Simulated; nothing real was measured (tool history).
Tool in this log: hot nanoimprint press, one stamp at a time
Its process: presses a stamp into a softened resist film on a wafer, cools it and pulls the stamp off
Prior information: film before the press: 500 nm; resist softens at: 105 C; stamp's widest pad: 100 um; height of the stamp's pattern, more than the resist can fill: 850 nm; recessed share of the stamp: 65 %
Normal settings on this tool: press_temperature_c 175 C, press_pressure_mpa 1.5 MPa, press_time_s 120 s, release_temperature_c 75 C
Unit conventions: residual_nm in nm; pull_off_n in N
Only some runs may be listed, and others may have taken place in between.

run     day  press_temperature_c  press_pressure_mpa  press_time_s  release_temperature_c  residual_nm  pull_off_n
  1       0                  175                 1.5           120                     75        260.5         266
      2.567  -- stamp cleaned and given a new release coat
  2   3.154                  175                 1.5           120                     75        261.1         226
  3   5.146                  175                 1.5           120                     75        259.8         239
  4   6.362                  175                 1.5           120                     75        264.5         241
  5   7.671                  175                 1.5           120                     75        263.1         246
  6  10.125                  175                 1.5           120                     75        263.7         249
     12.112  -- plate thermocouple calibrated
  7  12.112                  175                 1.5           120                     75        263.1         258
  8  13.329                  175                 1.5           120                     75        265.2         243
  9  15.638                  175                 1.5           120                     75        263.7         263
 10  17.829                  175                 1.5           120                     75        265.6         273
     20.167  -- stamp cleaned and given a new release coat
 11  20.675                  175                 1.5           120                     75        271.3         228
 12  23.046                  175                 1.5           120                     75        273.1         229
 13  24.633                  175                2.08           120                     81        233.8         219
 14  27.508                  175                2.08           120                     81        234.4         228
     28.754  -- plate thermocouple calibrated
 15  30.396                  175                1.22           120                     61        284.6         312
 16   32.55                  175                2.08           120                     80        228.7         235
 17  34.038                  175                2.08           120                     80        225.6         255
 18  36.883                  175                2.08           120                     80        228.8         250
     37.821  -- stamp cleaned and given a new release coat
 19  39.633                  168                2.04           124                     80        317.1         215
 20  42.217                  181                 1.5           231                     75        155.7         246
 21  44.733                  175                 1.5           120                     79        267.7         232
     45.304  -- plate thermocouple calibrated
 22  46.992                  170                1.42           120                     79        330.9         236
 23  49.746                  173                 1.2           165                     75        287.4         249
 24  51.575                  169                0.96           120                     78        387.3         249

What if the next run were any one of these 5? Each begins from the tool's condition after run 24:
  A  53.771                  185                 1.5           120                     75            ?           ?
  B  53.771                  175                 1.5            64                     67            ?           ?
  C  53.771                  175                 1.5           208                     75            ?           ?
  D  53.771                  166                1.15           222                     75            ?           ?
  E  53.771                  175                0.98           120                     78            ?           ?

run  residual_nm  pull_off_n
  A        168.4         278
  B        323.1         319
  C        222.7         277
  D        360.5         270
  E          316         262
Had the tool no hidden state, the same runs would have come out as:
run  residual_nm  pull_off_n
  A        162.2         227
  B        314.1         261
  C        214.6         226
  D        352.3         221
  E        308.5         214

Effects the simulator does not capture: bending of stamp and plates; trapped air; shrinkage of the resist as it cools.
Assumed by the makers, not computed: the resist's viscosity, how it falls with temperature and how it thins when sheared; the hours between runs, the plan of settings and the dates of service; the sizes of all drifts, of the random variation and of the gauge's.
